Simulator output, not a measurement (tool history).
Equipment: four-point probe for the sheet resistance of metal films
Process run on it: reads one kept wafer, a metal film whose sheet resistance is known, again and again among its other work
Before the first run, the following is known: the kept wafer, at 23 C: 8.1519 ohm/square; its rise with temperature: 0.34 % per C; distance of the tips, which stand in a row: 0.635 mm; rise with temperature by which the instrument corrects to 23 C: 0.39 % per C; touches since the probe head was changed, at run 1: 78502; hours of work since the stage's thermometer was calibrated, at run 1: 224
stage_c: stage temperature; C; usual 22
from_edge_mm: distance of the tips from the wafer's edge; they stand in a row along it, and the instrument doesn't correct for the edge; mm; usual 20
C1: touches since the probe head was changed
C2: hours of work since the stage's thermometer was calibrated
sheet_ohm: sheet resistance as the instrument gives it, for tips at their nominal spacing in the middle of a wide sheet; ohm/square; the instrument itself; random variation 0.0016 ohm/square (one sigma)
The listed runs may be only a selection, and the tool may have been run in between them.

run 1 hour=0.0 | stage_c=22 from_edge_mm=20 | C1=78502 C2=224 | sheet_ohm=8.172196
run 2 hour=15.6 | stage_c=22 from_edge_mm=20 | C1=79311 C2=234 | sheet_ohm=8.174413
run 3 hour=25.3 | stage_c=22 from_edge_mm=20 | C1=79815 C2=240 | sheet_ohm=8.178493
run 4 hour=37.7 | stage_c=22 from_edge_mm=20 | C1=80459 C2=248 | sheet_ohm=8.179203
run 5 hour=44.6 | stage_c=22 from_edge_mm=20 | C1=80817 C2=252 | sheet_ohm=8.175445
run 6 hour=61.1 | stage_c=21 from_edge_mm=20 | C1=81676 C2=263 | sheet_ohm=8.179471
run 7 hour=72.4 | stage_c=21 from_edge_mm=20 | C1=82264 C2=270 | sheet_ohm=8.179725
run 8 hour=84.9 | stage_c=21 from_edge_mm=20 | C1=82911 C2=278 | sheet_ohm=8.181682
run 9 hour=99.4 | stage_c=21 from_edge_mm=21 | C1=83664 C2=287 | sheet_ohm=8.182001
run 10 hour=108.9 | stage_c=22 from_edge_mm=20 | C1=84159 C2=293 | sheet_ohm=8.178984
run 11 hour=116.3 | stage_c=22 from_edge_mm=20 | C1=84545 C2=298 | sheet_ohm=8.176636
run 12 hour=124.7 | stage_c=22 from_edge_mm=65 | C1=84980 C2=303 | sheet_ohm=8.174730
run 13 hour=136.3 | stage_c=22 from_edge_mm=65 | C1=85584 C2=311 | sheet_ohm=8.172323
run 14 hour=143.2 | stage_c=22 from_edge_mm=65 | C1=85943 C2=315 | sheet_ohm=8.176220
run 15 hour=151.7 | stage_c=27 from_edge_mm=65 | C1=86383 C2=321 | sheet_ohm=8.153958
run 16 hour=167.3 | stage_c=25 from_edge_mm=65 | C1=87196 C2=331 | sheet_ohm=8.161440
run 17 hour=182.1 | stage_c=22 from_edge_mm=20 | C1=87964 C2=340 | sheet_ohm=8.179934
run 18 hour=197.5 | stage_c=22 from_edge_mm=20 | C1=88765 C2=350 | sheet_ohm=8.180912
run 19 hour=204.3 | stage_c=22 from_edge_mm=20 | C1=89118 C2=355 | sheet_ohm=8.180823
run 20 hour=214.3 | stage_c=33 from_edge_mm=20 | C1=89634 C2=361 | sheet_ohm=8.134169
run 21 hour=226.6 | stage_c=33 from_edge_mm=20 | C1=90278 C2=369 | sheet_ohm=8.134549
run 22 hour=234.4 | stage_c=33 from_edge_mm=20 | C1=90682 C2=374 | sheet_ohm=8.133552
run 23 hour=249.5 | stage_c=30 from_edge_mm=7 | C1=91466 C2=383 | sheet_ohm=8.176890
run 24 hour=259.9 | stage_c=20 from_edge_mm=49 | C1=92007 C2=390 | sheet_ohm=8.189204
run 25 hour=268.9 | stage_c=20 from_edge_mm=49 | C1=92476 C2=396 | sheet_ohm=8.187189
run 26 hour=278.5 | stage_c=29 from_edge_mm=12 | C1=92972 C2=402 | sheet_ohm=8.158193
-- hour=281.8 new probe head fitted
run 27 hour=292.9 | stage_c=28 from_edge_mm=4 | C1=578 C2=411 | sheet_ohm=8.208103
run 28 hour=306.1 | stage_c=28 from_edge_mm=4 | C1=1262 C2=419 | sheet_ohm=8.209693
run 29 hour=315.6 | stage_c=34 from_edge_mm=15 | C1=1753 C2=425 | sheet_ohm=8.085634
run 30 hour=327.4 | stage_c=26 from_edge_mm=6 | C1=2366 C2=433 | sheet_ohm=8.162018

What will run 31 give?
run 31 hour=334.7 | stage_c=22 from_edge_mm=6 | C1=2747 C2=437 | sheet_ohm=?

{"run 31": {"sheet_ohm": 8.180391}}
Had the tool carried no hidden state, the very same run would have given sheet_ohm 8.206501 ohm/square.
